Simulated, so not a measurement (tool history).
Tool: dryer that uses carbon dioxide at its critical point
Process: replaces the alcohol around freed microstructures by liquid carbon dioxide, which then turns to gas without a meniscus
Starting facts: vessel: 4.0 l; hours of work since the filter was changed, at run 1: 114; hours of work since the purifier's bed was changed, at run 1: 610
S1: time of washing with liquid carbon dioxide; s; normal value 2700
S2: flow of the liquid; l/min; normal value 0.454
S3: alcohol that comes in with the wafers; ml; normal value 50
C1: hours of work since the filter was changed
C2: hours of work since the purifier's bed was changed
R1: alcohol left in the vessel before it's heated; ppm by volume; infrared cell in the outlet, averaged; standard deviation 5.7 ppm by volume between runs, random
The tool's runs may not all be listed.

run,hour,S1,S2,S3,C1,C2,R1
1,0.0,2700,0.454,50,114,610,372
2,25.8,2700,0.454,50,134,630,407
3,45.4,2700,0.454,50,150,645,414
# hour 68.3: inlet filter changed
4,68.3,2700,0.310,50,0,663,788
5,92.6,2700,0.310,50,19,682,800
6,115.4,2700,0.454,63,37,700,373
7,135.9,2700,0.454,63,53,716,391
8,176.6,2700,0.454,63,86,748,426
# hour 206.0: purifier's bed changed
9,207.0,2700,0.454,83,107,1,460
10,234.3,2700,0.454,83,129,22,506
11,269.4,2100,0.454,50,156,50,730
# hour 285.7: inlet filter changed
12,307.9,2100,0.454,50,18,80,496
13,339.8,2100,0.454,50,43,105,521
14,382.4,2100,0.454,50,76,139,602
15,418.4,2100,0.454,50,105,167,640
16,452.1,2100,0.454,50,132,194,716
17,477.6,2100,0.454,50,152,214,754
18,497.0,2700,0.454,50,167,229,359
# hour 501.4: inlet filter changed
19,537.9,2700,0.454,50,29,261,242
20,574.2,2700,0.454,50,58,289,261
21,608.0,2700,0.443,50,84,316,322
22,631.8,2700,0.443,50,103,335,347
23,674.0,2700,0.443,50,136,368,386
24,710.3,2700,0.454,30,165,397,260
# hour 714.8: inlet filter changed
25,738.8,2700,0.454,30,19,419,179
26,776.4,3240,0.319,24,49,448,248
27,819.3,2820,0.535,91,83,482,262
28,845.9,2880,0.279,85,104,503,1667
29,884.1,3000,0.454,119,134,534,514
30,918.6,3000,0.454,119,161,561,594
# hour 930.2: inlet filter changed
31,958.2,3000,0.454,119,22,591,368
32,995.9,3000,0.327,78,52,621,819
33,1039.0,3000,0.327,78,86,655,895
34,1062.0,2220,0.679,50,104,673,216
35,1081.0,3060,0.454,29,119,688,194
36,1112.3,3060,0.454,29,144,713,206
# hour 1142.8: inlet filter changed
37,1157.4,3060,0.454,29,12,748,175
# hour 1188.7: purifier's bed changed
38,1194.0,2580,0.421,50,38,4,331
39,1217.0,1620,0.421,29,56,22,757
40,1239.0,2460,0.594,25,74,40,67
41,1281.6,2460,0.594,85,107,73,244
42,1308.7,2040,0.454,98,129,95,1478
43,1332.6,2040,0.454,77,148,114,1235
# hour 1361.6: inlet filter changed
44,1374.3,1620,0.692,77,10,146,479
45,1393.7,2700,0.454,20,25,161,105
46,1422.4,2400,0.340,50,48,184,852

Forecast each of these 4 alternatives for the next run:
A,1462.9,2700,0.296,41,80,216,?
B,1462.9,3960,0.490,86,80,216,?
C,1462.9,2700,0.288,50,80,216,?
D,1462.9,2700,0.330,85,80,216,?

run,R1
A,790
B,71
C,1042
D,1219
Had the tool no hidden state, the same runs would have come out as:
run,R1
A,611
B,23
C,817
D,934
